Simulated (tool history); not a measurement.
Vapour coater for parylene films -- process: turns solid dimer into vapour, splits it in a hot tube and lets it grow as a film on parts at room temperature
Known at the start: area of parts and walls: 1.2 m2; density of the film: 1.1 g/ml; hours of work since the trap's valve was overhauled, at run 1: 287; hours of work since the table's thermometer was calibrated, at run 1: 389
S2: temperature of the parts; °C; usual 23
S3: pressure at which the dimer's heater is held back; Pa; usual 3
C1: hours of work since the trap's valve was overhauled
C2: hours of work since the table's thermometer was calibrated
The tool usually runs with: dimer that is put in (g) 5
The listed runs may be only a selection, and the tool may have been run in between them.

Run 1, hour 0: usual settings; C1 287; C2 389. Result: thickness of the film (um) 1.95.
Run 2, hour 11: usual settings but S2 20 °C; C1 296; C2 398. Result: thickness of the film (um) 2.03.
Run 3, hour 25.5: usual settings but S2 20 °C; C1 308; C2 410. Result: thickness of the film (um) 2.04.
Run 4, hour 40: usual settings but S2 20 °C; C1 321; C2 423. Result: thickness of the film (um) 2.02.
Run 5, hour 58.3: usual settings; C1 336; C2 438. Result: thickness of the film (um) 1.93.
Run 6, hour 78.9: usual settings; C1 353; C2 455. Result: thickness of the film (um) 1.92.
Run 7, hour 90.6: usual settings; C1 363; C2 465. Result: thickness of the film (um) 1.93.
Run 8, hour 109: usual settings; C1 378; C2 480. Result: thickness of the film (um) 1.92.
Run 9, hour 125.2: usual settings but dimer that is put in (g) 3, S2 31 °C; C1 392; C2 494. Result: thickness of the film (um) 1.02.
At hour 127.5: table's thermometer calibrated.
Run 10, hour 135.5: usual settings but dimer that is put in (g) 3, S2 31 °C; C1 399; C2 7. Result: thickness of the film (um) 1.01.
Run 11, hour 144.6: usual settings but dimer that is put in (g) 3, S2 31 °C; C1 407; C2 14. Result: thickness of the film (um) 1.01.
Run 12, hour 160.2: usual settings but dimer that is put in (g) 3, S2 31 °C; C1 420; C2 27. Result: thickness of the film (um) 1.01.
Run 13, hour 175.1: usual settings but dimer that is put in (g) 3, S2 31 °C; C1 432; C2 40. Result: thickness of the film (um) 1.02.

Branching from run 13: 3 alternative next runs. What would each branch give?
Run A, hour 189.8: usual settings but dimer that is put in (g) 3, S2 16 °C, S3 5.25 Pa; C1 445; C2 52. Result: thickness of the film (um) ?.
Run B, hour 189.8: usual settings but dimer that is put in (g) 3, S2 17 °C; C1 445; C2 52. Result: thickness of the film (um) ?.
Run C, hour 189.8: usual settings but dimer that is put in (g) 7, S2 21 °C, S3 10.15 Pa; C1 445; C2 52. Result: thickness of the film (um) ?.

run  thickness of the film (um)
  A                        1.19
  B                        1.24
  C                        2.34
With no hidden state in the tool, these same runs would have given:
run  thickness of the film (um)
  A                        1.25
  B                        1.31
  C                        2.46
